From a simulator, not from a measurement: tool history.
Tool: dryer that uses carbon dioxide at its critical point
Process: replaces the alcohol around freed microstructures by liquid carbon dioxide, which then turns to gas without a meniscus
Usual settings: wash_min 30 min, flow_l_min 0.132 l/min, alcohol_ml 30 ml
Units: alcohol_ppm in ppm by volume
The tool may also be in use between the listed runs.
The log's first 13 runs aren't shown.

run,hour,wash_min,flow_l_min,alcohol_ml,hours of work since the filter was changed,hours of work since the purifier's bed was changed,alcohol_ppm
14,426.1,41,0.132,30,86,794,58
15,470.8,41,0.132,30,110,818,63
16,507.9,26,0.132,30,131,839,463
17,555.3,26,0.132,30,157,865,507
18,601.1,30,0.131,30,182,890,311
# hour 624.3: inlet filter changed
19,628.2,30,0.131,30,2,905,150
20,672.9,30,0.131,30,27,930,161
21,714.9,19,0.199,30,50,953,190
22,757.1,47,0.151,55,73,976,40

The next listed run, before its measurement:
23,800.3,41,0.174,25,97,1000,?

{"run 23": {"alcohol_ppm": 47}}
Without the tool's hidden state the same run would have given alcohol_ppm 1 ppm by volume.

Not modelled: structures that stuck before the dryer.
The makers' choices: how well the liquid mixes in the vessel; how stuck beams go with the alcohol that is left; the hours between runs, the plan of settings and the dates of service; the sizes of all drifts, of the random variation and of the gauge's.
